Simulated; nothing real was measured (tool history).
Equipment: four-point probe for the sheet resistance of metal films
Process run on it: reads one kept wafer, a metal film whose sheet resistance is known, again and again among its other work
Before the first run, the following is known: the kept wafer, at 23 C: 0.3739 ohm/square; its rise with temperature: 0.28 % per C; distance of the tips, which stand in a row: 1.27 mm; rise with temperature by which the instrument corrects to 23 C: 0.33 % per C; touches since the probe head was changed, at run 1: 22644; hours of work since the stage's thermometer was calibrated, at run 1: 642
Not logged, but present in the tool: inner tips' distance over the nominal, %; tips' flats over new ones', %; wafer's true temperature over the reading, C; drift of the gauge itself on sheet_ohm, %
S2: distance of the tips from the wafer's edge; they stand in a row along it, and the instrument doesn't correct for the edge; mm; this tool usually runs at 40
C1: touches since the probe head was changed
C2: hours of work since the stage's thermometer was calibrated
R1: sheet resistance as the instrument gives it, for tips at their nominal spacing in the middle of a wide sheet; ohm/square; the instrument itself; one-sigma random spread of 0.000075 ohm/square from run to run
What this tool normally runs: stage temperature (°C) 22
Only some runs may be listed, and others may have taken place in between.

run 1 day=0 | stage_temperature_(°C)=22 S2=40 | C1=22644 C2=642 | R1=0.374243
run 2 day=0.621 | stage_temperature_(°C)=22 S2=40 | C1=23107 C2=650 | R1=0.374064
run 3 day=1.233 | stage_temperature_(°C)=22 S2=40 | C1=23562 C2=658 | R1=0.374222
run 4 day=1.675 | stage_temperature_(°C)=22 S2=40 | C1=23890 C2=663 | R1=0.374147
run 5 day=2.392 | stage_temperature_(°C)=22 S2=40 | C1=24423 C2=672 | R1=0.374304
run 6 day=2.858 | stage_temperature_(°C)=22 S2=40 | C1=24769 C2=678 | R1=0.374088
run 7 day=3.467 | stage_temperature_(°C)=22 S2=40 | C1=25221 C2=686 | R1=0.374337
run 8 day=4.229 | stage_temperature_(°C)=22 S2=40 | C1=25790 C2=696 | R1=0.374065
run 9 day=4.829 | stage_temperature_(°C)=35 S2=40 | C1=26236 C2=704 | R1=0.372316
run 10 day=5.312 | stage_temperature_(°C)=30 S2=40 | C1=26596 C2=710 | R1=0.372802
run 11 day=5.75 | stage_temperature_(°C)=30 S2=40 | C1=26921 C2=715 | R1=0.373011
run 12 day=6.404 | stage_temperature_(°C)=32 S2=40 | C1=27408 C2=724 | R1=0.37269
run 13 day=6.904 | stage_temperature_(°C)=32 S2=40 | C1=27778 C2=730 | R1=0.372801
run 14 day=7.242 | stage_temperature_(°C)=32 S2=40 | C1=28030 C2=734 | R1=0.372847
run 15 day=8.008 | stage_temperature_(°C)=26 S2=40 | C1=28600 C2=744 | R1=0.37362
run 16 day=8.783 | stage_temperature_(°C)=26 S2=40 | C1=29176 C2=754 | R1=0.373643
run 17 day=9.212 | stage_temperature_(°C)=26 S2=40 | C1=29496 C2=759 | R1=0.373814
run 18 day=9.571 | stage_temperature_(°C)=26 S2=40 | C1=29761 C2=764 | R1=0.373555
run 19 day=9.933 | stage_temperature_(°C)=26 S2=40 | C1=30031 C2=768 | R1=0.373622
run 20 day=10.562 | stage_temperature_(°C)=26 S2=40 | C1=30499 C2=776 | R1=0.373678
run 21 day=11.188 | stage_temperature_(°C)=26 S2=40 | C1=30962 C2=784 | R1=0.373639
run 22 day=11.679 | stage_temperature_(°C)=26 S2=40 | C1=31330 C2=791 | R1=0.373705
run 23 day=12.379 | stage_temperature_(°C)=33 S2=21 | C1=31850 C2=800 | R1=0.373171
run 24 day=12.796 | stage_temperature_(°C)=33 S2=4 | C1=32160 C2=805 | R1=0.391453
run 25 day=13.312 | stage_temperature_(°C)=33 S2=48 | C1=32544 C2=811 | R1=0.372555
run 26 day=13.883 | stage_temperature_(°C)=27 S2=37 | C1=32969 C2=819 | R1=0.373568
run 27 day=14.333 | stage_temperature_(°C)=27 S2=37 | C1=33304 C2=825 | R1=0.373424
run 28 day=14.842 | stage_temperature_(°C)=20 S2=30 | C1=33680 C2=831 | R1=0.374726
run 29 day=15.342 | stage_temperature_(°C)=21 S2=23 | C1=34054 C2=837 | R1=0.374877
run 30 day=15.925 | stage_temperature_(°C)=21 S2=8 | C1=34488 C2=845 | R1=0.379297
run 31 day=16.412 | stage_temperature_(°C)=22 S2=6 | C1=34851 C2=851 | R1=0.382955

Forecast run 32:
run 32 day=16.938 | stage_temperature_(°C)=19 S2=25 | C1=35241 C2=858 | R1=?

{"run 32": {"R1": 0.374999}}
The same run, on a tool lacking any hidden state, would have yielded R1 0.375017 ohm/square.

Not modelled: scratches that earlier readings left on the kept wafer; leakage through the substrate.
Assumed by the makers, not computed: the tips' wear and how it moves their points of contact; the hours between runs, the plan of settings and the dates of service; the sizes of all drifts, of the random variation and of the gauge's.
